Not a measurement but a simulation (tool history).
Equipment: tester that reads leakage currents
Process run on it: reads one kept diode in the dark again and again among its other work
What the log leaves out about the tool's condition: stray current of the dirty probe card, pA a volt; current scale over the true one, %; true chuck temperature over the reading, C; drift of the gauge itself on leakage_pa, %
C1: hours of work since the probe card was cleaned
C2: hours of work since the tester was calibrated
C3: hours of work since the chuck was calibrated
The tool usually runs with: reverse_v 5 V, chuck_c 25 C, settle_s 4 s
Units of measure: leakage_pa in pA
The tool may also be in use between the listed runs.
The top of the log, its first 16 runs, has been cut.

Run 17, hour 999.4: usual settings but reverse_v 15.71 V, chuck_c 39 C; C1 432; C2 1206; C3 418. Result: leakage_pa 922.55 pA.
At hour 1006.5: probe card cleaned and baked.
Run 18, hour 1053.9: usual settings but reverse_v 15.71 V, chuck_c 39 C; C1 21; C2 1229; C3 440. Result: leakage_pa 924.53 pA.
Run 19, hour 1117.5: usual settings but reverse_v 15.71 V, chuck_c 39 C; C1 48; C2 1256; C3 467. Result: leakage_pa 923.91 pA.
Run 20, hour 1151.9: usual settings but reverse_v 15.71 V, chuck_c 39 C; C1 63; C2 1271; C3 482. Result: leakage_pa 923.75 pA.
Run 21, hour 1193: usual settings but reverse_v 11.58 V, chuck_c 35 C, settle_s 7.66 s; C1 81; C2 1289; C3 500. Result: leakage_pa 605.87 pA.
Run 22, hour 1269.9: usual settings but reverse_v 11.58 V, chuck_c 35 C, settle_s 7.66 s; C1 114; C2 1322; C3 533. Result: leakage_pa 609.77 pA.
Run 23, hour 1343.2: usual settings but reverse_v 4.7 V, chuck_c 20 C, settle_s 1.12 s; C1 146; C2 1354; C3 565. Result: leakage_pa 129.78 pA.
At hour 1407.5: probe card cleaned and baked, once more.
Run 24, hour 1407.5: usual settings but reverse_v 2.43 V, chuck_c 54 C; C1 0; C2 1380; C3 592. Result: leakage_pa 1261.05 pA.
Run 25, hour 1480.3: usual settings but reverse_v 14.11 V, chuck_c 57 C, settle_s 1.04 s; C1 32; C2 1412; C3 623. Result: leakage_pa 3139.08 pA.
Run 26, hour 1543.5: usual settings but settle_s 2.99 s; C1 59; C2 1439; C3 651. Result: leakage_pa 197.9 pA.
Run 27, hour 1583.8: usual settings but settle_s 2.99 s; C1 76; C2 1457; C3 668. Result: leakage_pa 198.1 pA.
Run 28, hour 1620.3: usual settings but reverse_v 1.7 V, chuck_c 28 C, settle_s 1.91 s; C1 92; C2 1473; C3 684. Result: leakage_pa 162.87 pA.
Run 29, hour 1671.9: usual settings but reverse_v 1.7 V, chuck_c 28 C, settle_s 1.91 s; C1 114; C2 1495; C3 706. Result: leakage_pa 163.54 pA.
Run 30, hour 1752: usual settings but reverse_v 1.7 V, chuck_c 55 C, settle_s 0.83 s; C1 149; C2 1529; C3 741. Result: leakage_pa 1183.84 pA.
Run 31, hour 1835.3: usual settings but chuck_c 50 C, settle_s 0.32 s; C1 185; C2 1566; C3 777. Result: leakage_pa 1305.57 pA.
Run 32, hour 1914.4: usual settings but reverse_v 3.24 V; C1 219; C2 1600; C3 811. Result: leakage_pa 168.18 pA.
Run 33, hour 1989: usual settings but reverse_v 1.34 V, chuck_c 22 C, settle_s 6.13 s; C1 252; C2 1632; C3 843. Result: leakage_pa 92.45 pA.
Run 34, hour 2064.3: usual settings but reverse_v 1.34 V, chuck_c 22 C, settle_s 6.13 s; C1 284; C2 1665; C3 876. Result: leakage_pa 92.68 pA.
Run 35, hour 2111: usual settings but reverse_v 1.34 V, chuck_c 22 C, settle_s 1.07 s; C1 304; C2 1685; C3 896. Result: leakage_pa 93.01 pA.
Run 36, hour 2174.9: usual settings but reverse_v 1.34 V, chuck_c 22 C, settle_s 1.07 s; C1 332; C2 1712; C3 924. Result: leakage_pa 92.88 pA.
Run 37, hour 2253.3: usual settings but reverse_v 1.34 V, chuck_c 40 C, settle_s 1.31 s; C1 366; C2 1746; C3 958. Result: leakage_pa 379.77 pA.
Run 38, hour 2303: usual settings but reverse_v 1.34 V, chuck_c 40 C, settle_s 2.65 s; C1 387; C2 1768; C3 979. Result: leakage_pa 379.5 pA.
Run 39, hour 2339: usual settings but reverse_v 5.69 V, settle_s 0.63 s; C1 403; C2 1783; C3 995. Result: leakage_pa 217.95 pA.
Run 40, hour 2373.3: usual settings but reverse_v 5.69 V, settle_s 0.63 s; C1 418; C2 1798; C3 1010. Result: leakage_pa 217.73 pA.

Predict each of these 4 candidate next runs independently; none follows another, all start after run 40:
Run A, hour 2437: usual settings but chuck_c 33 C; C1 445; C2 1826; C3 1037. Result: leakage_pa ?.
Run B, hour 2437: usual settings but reverse_v 4.15 V, chuck_c 28 C, settle_s 0.63 s; C1 445; C2 1826; C3 1037. Result: leakage_pa ?.
Run C, hour 2437: usual settings but reverse_v 13.92 V, settle_s 1.96 s; C1 445; C2 1826; C3 1037. Result: leakage_pa ?.
Run D, hour 2437: usual settings but reverse_v 3.01 V, chuck_c 35 C, settle_s 4.14 s; C1 445; C2 1826; C3 1037. Result: leakage_pa ?.

run  leakage_pa
  A      384.97
  B      242.24
  C      313.39
  D      362.69
What these runs would have given with no unlogged condition in the tool:
run  leakage_pa
  A      363.15
  B      227.99
  C      292.49
  D      342.78
